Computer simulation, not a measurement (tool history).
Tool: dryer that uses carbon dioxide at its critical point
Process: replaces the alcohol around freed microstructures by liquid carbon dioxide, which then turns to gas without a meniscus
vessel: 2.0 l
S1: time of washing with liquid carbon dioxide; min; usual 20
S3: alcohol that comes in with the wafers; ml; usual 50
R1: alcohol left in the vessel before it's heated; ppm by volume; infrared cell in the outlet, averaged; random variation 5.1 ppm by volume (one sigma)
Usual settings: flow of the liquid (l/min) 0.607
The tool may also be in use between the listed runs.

run 1 hour=0 | S1=20 flow_of_the_liquid_(l/min)=0.607 S3=50 | R1=147
run 2 hour=29.2 | S1=20 flow_of_the_liquid_(l/min)=0.551 S3=50 | R1=215
run 3 hour=53.7 | S1=20 flow_of_the_liquid_(l/min)=0.637 S3=50 | R1=145
run 4 hour=76.3 | S1=20 flow_of_the_liquid_(l/min)=0.637 S3=50 | R1=125
run 5 hour=102.4 | S1=20 flow_of_the_liquid_(l/min)=0.637 S3=50 | R1=145
run 6 hour=124.7 | S1=15 flow_of_the_liquid_(l/min)=0.607 S3=50 | R1=472
run 7 hour=151.1 | S1=20 flow_of_the_liquid_(l/min)=0.607 S3=50 | R1=174
run 8 hour=177.6 | S1=20 flow_of_the_liquid_(l/min)=0.607 S3=73 | R1=231
run 9 hour=203.1 | S1=20 flow_of_the_liquid_(l/min)=0.607 S3=73 | R1=234
run 10 hour=234.2 | S1=20 flow_of_the_liquid_(l/min)=0.607 S3=73 | R1=232
run 11 hour=265.2 | S1=20 flow_of_the_liquid_(l/min)=0.607 S3=73 | R1=247
run 12 hour=283.2 | S1=20 flow_of_the_liquid_(l/min)=0.607 S3=50 | R1=194
run 13 hour=317.4 | S1=20 flow_of_the_liquid_(l/min)=0.441 S3=50 | R1=559
run 14 hour=347.1 | S1=20 flow_of_the_liquid_(l/min)=0.441 S3=50 | R1=567
run 15 hour=363.4 | S1=24 flow_of_the_liquid_(l/min)=0.441 S3=45 | R1=288
run 16 hour=393.8 | S1=24 flow_of_the_liquid_(l/min)=0.491 S3=45 | R1=215
run 17 hour=429.2 | S1=16 flow_of_the_liquid_(l/min)=0.602 S3=45 | R1=407
run 18 hour=445.6 | S1=24 flow_of_the_liquid_(l/min)=0.467 S3=26 | R1=177
run 19 hour=463.5 | S1=26 flow_of_the_liquid_(l/min)=0.865 S3=52 | R1=95
run 20 hour=483.8 | S1=14 flow_of_the_liquid_(l/min)=0.63 S3=50 | R1=622
run 21 hour=508.3 | S1=17 flow_of_the_liquid_(l/min)=0.387 S3=64 | R1=1807
run 22 hour=545.5 | S1=13 flow_of_the_liquid_(l/min)=0.454 S3=31 | R1=1271
run 23 hour=573.9 | S1=30 flow_of_the_liquid_(l/min)=0.607 S3=37 | R1=117
-- hour=579.5 inlet filter changed
run 24 hour=597.6 | S1=30 flow_of_the_liquid_(l/min)=0.607 S3=37 | R1=111
run 25 hour=625.3 | S1=30 flow_of_the_liquid_(l/min)=0.607 S3=37 | R1=116

3 ways to go on from here, each from the tool as it stands after run 25. What would each give?
run A hour=652.2 | S1=30 flow_of_the_liquid_(l/min)=0.607 S3=78 | R1=?
run B hour=652.2 | S1=15 flow_of_the_liquid_(l/min)=0.989 S3=74 | R1=?
run C hour=652.2 | S1=19 flow_of_the_liquid_(l/min)=0.607 S3=41 | R1=?

run=A R1=131
run=B R1=152
run=C R1=211
Without the tool's hidden state the same runs would have given:
run=A R1=20
run=B R1=41
run=C R1=98
